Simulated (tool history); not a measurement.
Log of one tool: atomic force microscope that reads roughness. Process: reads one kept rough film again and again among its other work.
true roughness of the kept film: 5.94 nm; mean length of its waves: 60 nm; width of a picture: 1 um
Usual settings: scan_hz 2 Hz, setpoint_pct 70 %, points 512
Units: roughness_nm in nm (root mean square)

{"run": 1, "hour": 0.0, "scan_hz": 2, "setpoint_pct": 70, "points": 512, "roughness_nm": 5.391}
{"run": 2, "hour": 13.0, "scan_hz": 2, "setpoint_pct": 70, "points": 512, "roughness_nm": 5.235}
{"run": 3, "hour": 22.6, "scan_hz": 2, "setpoint_pct": 70, "points": 512, "roughness_nm": 5.072}
{"run": 4, "hour": 34.2, "scan_hz": 2, "setpoint_pct": 70, "points": 512, "roughness_nm": 4.944}
{"run": 5, "hour": 46.0, "scan_hz": 2, "setpoint_pct": 70, "points": 512, "roughness_nm": 4.803}
{"run": 6, "hour": 53.5, "scan_hz": 2, "setpoint_pct": 70, "points": 512, "roughness_nm": 4.711}
{"run": 7, "hour": 66.2, "scan_hz": 2, "setpoint_pct": 79, "points": 512, "roughness_nm": 4.43}
{"run": 8, "hour": 74.1, "scan_hz": 2, "setpoint_pct": 70, "points": 512, "roughness_nm": 4.5}
{"run": 9, "hour": 80.0, "scan_hz": 2, "setpoint_pct": 70, "points": 512, "roughness_nm": 4.436}
{"run": 10, "hour": 88.6, "scan_hz": 2, "setpoint_pct": 70, "points": 512, "roughness_nm": 5.298}
{"run": 11, "hour": 97.6, "scan_hz": 3.37, "setpoint_pct": 70, "points": 512, "roughness_nm": 5.045}
{"run": 12, "hour": 105.5, "scan_hz": 1.43, "setpoint_pct": 83, "points": 955, "roughness_nm": 5.012}
{"run": 13, "hour": 119.0, "scan_hz": 2.82, "setpoint_pct": 62, "points": 677, "roughness_nm": 4.923}
{"run": 14, "hour": 131.7, "scan_hz": 2, "setpoint_pct": 83, "points": 512, "roughness_nm": 4.594}
{"run": 15, "hour": 140.5, "scan_hz": 1.71, "setpoint_pct": 58, "points": 570, "roughness_nm": 4.765}
{"run": 16, "hour": 151.4, "scan_hz": 1.06, "setpoint_pct": 77, "points": 766, "roughness_nm": 4.599}
{"run": 17, "hour": 165.0, "scan_hz": 0.9, "setpoint_pct": 74, "points": 332, "roughness_nm": 5.467}
{"run": 18, "hour": 171.1, "scan_hz": 0.9, "setpoint_pct": 74, "points": 332, "roughness_nm": 5.317}
{"run": 19, "hour": 182.2, "scan_hz": 0.9, "setpoint_pct": 55, "points": 332, "roughness_nm": 5.254}

Not shown: 4 entries that the log had between the listed runs. Between which runs, and how does the tool's hidden state differ before and after?
Between runs 7 and 8: height scale calibrated on a step standard (hour 67.8)
  radius of the tip, nm: 39.5 -> 42.7; height scale over the true one, %: 0.21 -> 0.35
  measured less the result without the state, roughness_nm: -0.79 -> -0.882 nm (root mean square)
Between runs 9 and 10: new tip fitted (hour 81.8)
  radius of the tip, nm: 45.3 -> 13.2
  measured less the result without the state, roughness_nm: -0.938 -> -0.085 nm (root mean square)
Between runs 11 and 12: height scale calibrated on a step standard, once more (hour 101.4)
  radius of the tip, nm: 17.1 -> 20.2; height scale over the true one, %: 0.35 -> 0.08
  measured less the result without the state, roughness_nm: -0.202 -> -0.308 nm (root mean square)
Between runs 16 and 17: new tip fitted (hour 164.2)
  radius of the tip, nm: 39.4 -> 10.8
  measured less the result without the state, roughness_nm: -0.822 -> -0.022 nm (root mean square)

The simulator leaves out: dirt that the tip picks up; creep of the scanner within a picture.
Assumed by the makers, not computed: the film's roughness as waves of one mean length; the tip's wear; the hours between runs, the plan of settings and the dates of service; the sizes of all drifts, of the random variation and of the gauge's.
